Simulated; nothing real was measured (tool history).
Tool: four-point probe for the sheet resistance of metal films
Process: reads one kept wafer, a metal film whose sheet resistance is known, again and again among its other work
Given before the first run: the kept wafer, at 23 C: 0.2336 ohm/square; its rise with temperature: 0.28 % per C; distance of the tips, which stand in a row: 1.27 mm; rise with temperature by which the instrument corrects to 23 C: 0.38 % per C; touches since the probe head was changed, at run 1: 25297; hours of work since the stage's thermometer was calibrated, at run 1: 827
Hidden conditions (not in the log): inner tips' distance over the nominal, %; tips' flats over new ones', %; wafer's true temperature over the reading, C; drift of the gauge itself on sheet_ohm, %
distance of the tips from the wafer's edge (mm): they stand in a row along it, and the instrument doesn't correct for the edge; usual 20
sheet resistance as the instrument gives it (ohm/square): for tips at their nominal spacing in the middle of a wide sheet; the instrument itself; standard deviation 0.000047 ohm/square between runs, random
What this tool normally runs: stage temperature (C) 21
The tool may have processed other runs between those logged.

run   hour  stage temperature (C)  distance of the tips from the wafer's edge (mm)  touches since the probe head was changed  hours of work since the stage's thermometer was calibrated  sheet resistance as the instrument gives it (ohm/square)
  1    0.0                     21                                               20                                     25297                                                         827                                                  0.233626
  2   23.4                     21                                               20                                     25956                                                         841                                                  0.233578
  3   53.4                     21                                               20                                     26804                                                         860                                                  0.233629
  4   78.9                     21                                               20                                     27522                                                         876                                                  0.233510
  5  100.6                     21                                               20                                     28135                                                         890                                                  0.233571
  6  118.5                     21                                               20                                     28640                                                         901                                                  0.233515
  7  153.6                     21                                               20                                     29630                                                         923                                                  0.233436
  8  179.0                     21                                                8                                     30346                                                         939                                                  0.236097
  9  213.2                     21                                                8                                     31312                                                         960                                                  0.236027
 10  231.4                     21                                                8                                     31826                                                         971                                                  0.236052
     234.6  -- stage's thermometer calibrated
 11  267.3                     21                                                8                                     32826                                                          20                                                  0.236007
 12  285.0                     21                                                8                                     33325                                                          32                                                  0.235878
 13  324.5                     21                                                8                                     34439                                                          56                                                  0.235905
 14  351.1                     21                                                8                                     35191                                                          73                                                  0.235953
 15  389.9                     32                                               20                                     36285                                                          97                                                  0.230820
     410.9  -- stage's thermometer calibrated, once more
 16  427.2                     20                                               29                                     37323                                                          10                                                  0.232962
 17  451.6                     21                                               38                                     38011                                                          25                                                  0.232604
 18  488.3                     21                                               38                                     39046                                                          48                                                  0.232630
 19  509.5                     21                                               38                                     39646                                                          62                                                  0.232534
 20  535.5                     21                                               38                                     40379                                                          78                                                  0.232527
 21  575.5                     28                                               10                                     41506                                                         103                                                  0.232706
 22  605.9                     20                                               40                                     42366                                                         122                                                  0.232645
 23  635.6                     20                                               40                                     43202                                                         141                                                  0.232615
 24  671.9                     20                                                6                                     44227                                                         163                                                  0.237986
 25  701.7                     30                                               55                                     45068                                                         182                                                  0.230276
 26  720.7                     30                                               55                                     45605                                                         194                                                  0.230284
 27  742.0                     19                                               20                                     46204                                                         207                                                  0.233133

Predict each of these 5 candidate next runs independently; none follows another, all start after run 27:
  A  763.6                     21                                               35                                     46815                                                         221                                                         ?
  B  763.6                     23                                               56                                     46815                                                         221                                                         ?
  C  763.6                     18                                                5                                     46815                                                         221                                                         ?
  D  763.6                     24                                               20                                     46815                                                         221                                                         ?
  E  763.6                     26                                                3                                     46815                                                         221                                                         ?

run  sheet resistance as the instrument gives it (ohm/square)
  A                                                  0.232390
  B                                                  0.231814
  C                                                  0.240680
  D                                                  0.232027
  E                                                  0.251205
Stripped of hidden state, with their random variation kept, the same runs would have yielded:
run  sheet resistance as the instrument gives it (ohm/square)
  A                                                  0.234270
  B                                                  0.233689
  C                                                  0.242621
  D                                                  0.233904
  E                                                  0.253222
